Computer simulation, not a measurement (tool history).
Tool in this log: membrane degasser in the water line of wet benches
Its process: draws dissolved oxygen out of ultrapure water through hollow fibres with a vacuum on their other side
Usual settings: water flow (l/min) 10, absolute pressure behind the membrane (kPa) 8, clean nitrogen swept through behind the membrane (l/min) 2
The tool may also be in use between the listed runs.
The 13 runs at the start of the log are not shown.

run,hour,water flow (l/min),absolute pressure behind the membrane (kPa),clean nitrogen swept through behind the membrane (l/min),hours since the membrane was changed,hours since the vacuum gauge was calibrated,hours since the vacuum lines were made tight,dissolved oxygen in the water behind the degasser (ppb),pressure that the water loses in the fibres (kPa)
14,545.6,11,8,2,2764,4544,2430,377.1,50.9
15,579.1,10,8,2,2797,4577,2463,333.2,46.23
16,603,10,8,2,2821,4601,2487,333.9,46.01
17,650.7,12,8,2,2869,4649,2535,414.2,55.42
18,699.4,11,17.52,2,2918,4698,2583,490.1,50.71
# hour 702.5: vacuum gauge calibrated
19,746.8,14,10.94,1.21,2965,44,2630,607.3,64.76
20,778,10,8.38,0.9,2996,76,2661,399.6,46.47
# hour 789: vacuum gauge calibrated, once more
21,825.8,10,4.84,2.99,3043,37,2709,287.1,46.52
22,861,8,8,2,3078,72,2744,252.5,36.84
23,907.9,8,8,2,3125,119,2791,255.1,36.91
24,961.6,8,8,2,3179,173,2845,247.2,36.76
25,1002.2,6,5.69,2.85,3220,213,2885,150.2,27.64
26,1055.1,7,11.61,2,3272,266,2938,244.6,32.76
27,1103.2,10,8,1.45,3321,314,2986,349.4,46.47
28,1145.8,10,8,1.45,3363,357,3029,353.6,46.16

What does the tool deliver on the next run?
29,1188.1,15,8,3.85,3405,399,3071,?,?

Run 29 measured dissolved oxygen in the water behind the degasser (ppb) 489.5, pressure that the water loses in the fibres (kPa) 69.1.
On a tool with no hidden condition, and with the same random variation, this run would have come out at dissolved oxygen in the water behind the degasser (ppb) 469.7, pressure that the water loses in the fibres (kPa) 68.04.

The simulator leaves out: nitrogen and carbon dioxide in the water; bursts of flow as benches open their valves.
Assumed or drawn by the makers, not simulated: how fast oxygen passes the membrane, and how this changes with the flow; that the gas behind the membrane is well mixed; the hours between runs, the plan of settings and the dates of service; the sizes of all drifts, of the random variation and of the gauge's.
